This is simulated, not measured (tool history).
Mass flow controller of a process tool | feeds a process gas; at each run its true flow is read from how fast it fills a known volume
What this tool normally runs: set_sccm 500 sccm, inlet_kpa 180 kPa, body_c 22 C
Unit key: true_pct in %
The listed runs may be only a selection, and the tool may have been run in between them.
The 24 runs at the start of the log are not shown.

run      day  set_sccm  inlet_kpa  body_c  hours of work since the controller was set to zero  hours of work since the controller was changed  true_pct
 25   92.662       831        232      21                                                2470                                            2470    101.22
 26   98.196       831        232      21                                                2560                                            2560    101.25
 27  103.783       831        232      21                                                2651                                            2651    101.45
 28  109.429       388        216      28                                                2742                                            2742    101.47
 29  113.392       500        180      36                                                2806                                            2806    101.73
 30  117.321       647        200      30                                                2870                                            2870    101.49
 31  120.104       206        226      22                                                2915                                            2915    102.08
 32  124.225       118        152      25                                                2981                                            2981    102.94
 33  127.342       773        167      24                                                3032                                            3032    101.19
 34  132.404       925        200      22                                                3114                                            3114    101.43

4 options for the next run, each taken on its own from the tool as it stands now. Forecast them:
  A  137.796       500        180      31                                                3201                                            3201         ?
  B  137.796       215        246      28                                                3201                                            3201         ?
  C  137.796       463        200      37                                                3201                                            3201         ?
  D  137.796       925        203      22                                                3201                                            3201         ?

run  true_pct
  A     101.7
  B    102.64
  C    102.06
  D    101.44
Stripped of hidden state, with their random variation kept, the same runs would have yielded:
run  true_pct
  A     99.81
  B     99.89
  C    100.12
  D     99.85

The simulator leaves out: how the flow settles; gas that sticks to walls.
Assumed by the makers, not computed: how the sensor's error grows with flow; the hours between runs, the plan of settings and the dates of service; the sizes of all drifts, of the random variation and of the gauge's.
